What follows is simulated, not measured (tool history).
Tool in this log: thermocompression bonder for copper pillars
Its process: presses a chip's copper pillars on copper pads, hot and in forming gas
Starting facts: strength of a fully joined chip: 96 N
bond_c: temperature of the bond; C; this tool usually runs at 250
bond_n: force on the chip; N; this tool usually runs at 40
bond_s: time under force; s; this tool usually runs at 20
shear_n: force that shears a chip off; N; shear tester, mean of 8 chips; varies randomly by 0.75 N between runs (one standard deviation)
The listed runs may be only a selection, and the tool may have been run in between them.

{"run": 1, "day": 0.0, "bond_c": 250, "bond_n": 40, "bond_s": 20, "shear_n": 71.9}
{"run": 2, "day": 1.567, "bond_c": 250, "bond_n": 40, "bond_s": 20, "shear_n": 71.2}
{"run": 3, "day": 2.962, "bond_c": 265, "bond_n": 40, "bond_s": 20, "shear_n": 79.2}
{"run": 4, "day": 4.542, "bond_c": 265, "bond_n": 40, "bond_s": 20, "shear_n": 77.2}
{"run": 5, "day": 6.758, "bond_c": 250, "bond_n": 40, "bond_s": 20, "shear_n": 71.1}
{"run": 6, "day": 9.354, "bond_c": 250, "bond_n": 40, "bond_s": 20, "shear_n": 71.0}
{"run": 7, "day": 10.854, "bond_c": 250, "bond_n": 40, "bond_s": 20, "shear_n": 70.2}
{"run": 8, "day": 12.55, "bond_c": 250, "bond_n": 40, "bond_s": 20, "shear_n": 70.8}
{"run": 9, "day": 14.238, "bond_c": 250, "bond_n": 32, "bond_s": 20, "shear_n": 63.0}
{"run": 10, "day": 15.654, "bond_c": 263, "bond_n": 32, "bond_s": 20, "shear_n": 69.6}
{"run": 11, "day": 18.35, "bond_c": 263, "bond_n": 32, "bond_s": 20, "shear_n": 68.0}
{"run": 12, "day": 20.292, "bond_c": 263, "bond_n": 32, "bond_s": 20, "shear_n": 69.0}
{"run": 13, "day": 21.888, "bond_c": 263, "bond_n": 32, "bond_s": 20, "shear_n": 69.0}
{"run": 14, "day": 23.308, "bond_c": 263, "bond_n": 32, "bond_s": 20, "shear_n": 69.3}
{"run": 15, "day": 24.738, "bond_c": 263, "bond_n": 32, "bond_s": 20, "shear_n": 69.0}
{"run": 16, "day": 26.988, "bond_c": 265, "bond_n": 40, "bond_s": 12, "shear_n": 70.0}
{"run": 17, "day": 29.012, "bond_c": 265, "bond_n": 40, "bond_s": 12, "shear_n": 69.8}
{"run": 18, "day": 31.392, "bond_c": 265, "bond_n": 40, "bond_s": 11, "shear_n": 67.5}
{"run": 19, "day": 33.225, "bond_c": 265, "bond_n": 40, "bond_s": 11, "shear_n": 67.5}
{"run": 20, "day": 35.733, "bond_c": 265, "bond_n": 40, "bond_s": 11, "shear_n": 67.3}
{"run": 21, "day": 37.108, "bond_c": 265, "bond_n": 47, "bond_s": 15, "shear_n": 79.2}
{"run": 22, "day": 39.554, "bond_c": 265, "bond_n": 47, "bond_s": 15, "shear_n": 78.8}
{"run": 23, "day": 41.671, "bond_c": 266, "bond_n": 40, "bond_s": 32, "shear_n": 83.5}
{"run": 24, "day": 42.904, "bond_c": 269, "bond_n": 39, "bond_s": 31, "shear_n": 85.3}
{"run": 25, "day": 45.612, "bond_c": 269, "bond_n": 39, "bond_s": 31, "shear_n": 84.0}
{"run": 26, "day": 47.279, "bond_c": 264, "bond_n": 40, "bond_s": 10, "shear_n": 65.2}
{"run": 27, "day": 49.429, "bond_c": 264, "bond_n": 40, "bond_s": 10, "shear_n": 65.5}
{"run": 28, "day": 51.117, "bond_c": 238, "bond_n": 40, "bond_s": 42, "shear_n": 78.4}
{"run": 29, "day": 53.092, "bond_c": 276, "bond_n": 36, "bond_s": 18, "shear_n": 76.9}

Withheld: 2 entries from between the runs. Position of each, and hidden state at the listed run before versus the listed run after:
After run 8, before run 9: forming gas filter changed (day 14.129)
  true temperature of the bond over the reading, C: 0.1 -> 0.2; oxide that the forming gas leaves, % of the face: 0.82 -> 0.5
After run 20, before run 21: forming gas filter changed (day 37.092)
  oxide that the forming gas leaves, % of the face: 0.83 -> 0.51
